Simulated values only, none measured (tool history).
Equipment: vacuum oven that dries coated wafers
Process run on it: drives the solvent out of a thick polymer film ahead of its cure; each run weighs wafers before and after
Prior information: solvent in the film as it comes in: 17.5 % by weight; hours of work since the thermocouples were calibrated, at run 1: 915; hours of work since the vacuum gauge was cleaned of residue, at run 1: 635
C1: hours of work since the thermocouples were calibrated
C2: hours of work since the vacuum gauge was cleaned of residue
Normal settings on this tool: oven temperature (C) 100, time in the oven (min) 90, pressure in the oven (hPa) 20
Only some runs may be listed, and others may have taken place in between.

Run 1, day 0: usual settings; C1 915; C2 635. Result: solvent left in the film (%) 2.99.
Run 2, day 2.575: usual settings; C1 953; C2 673. Result: solvent left in the film (%) 3.13.
Run 3, day 5.729: usual settings; C1 999; C2 720. Result: solvent left in the film (%) 3.08.
Run 4, day 7.817: usual settings; C1 1030; C2 751. Result: solvent left in the film (%) 3.03.
Run 5, day 10.846: usual settings; C1 1075; C2 795. Result: solvent left in the film (%) 3.05.
Run 6, day 12.562: usual settings; C1 1100; C2 821. Result: solvent left in the film (%) 2.97.
Run 7, day 15.171: usual settings; C1 1138; C2 859. Result: solvent left in the film (%) 2.96.
Run 8, day 18.175: usual settings; C1 1183; C2 903. Result: solvent left in the film (%) 2.97.
Run 9, day 20.117: usual settings; C1 1211; C2 932. Result: solvent left in the film (%) 3.04.
Run 10, day 21.925: usual settings; C1 1238; C2 959. Result: solvent left in the film (%) 2.93.
Run 11, day 25.421: usual settings; C1 1290; C2 1010. Result: solvent left in the film (%) 3.03.
Run 12, day 28.871: usual settings but pressure in the oven (hPa) 10.6; C1 1340; C2 1061. Result: solvent left in the film (%) 1.81.

Run 13 comes next. What will it give?
Run 13, day 31.471: usual settings but pressure in the oven (hPa) 58.3; C1 1379; C2 1099. Result: solvent left in the film (%) ?.

{"run 13": {"solvent left in the film (%)": 7.86}}
Without the tool's hidden state the same run would have given solvent left in the film (%) 7.85.
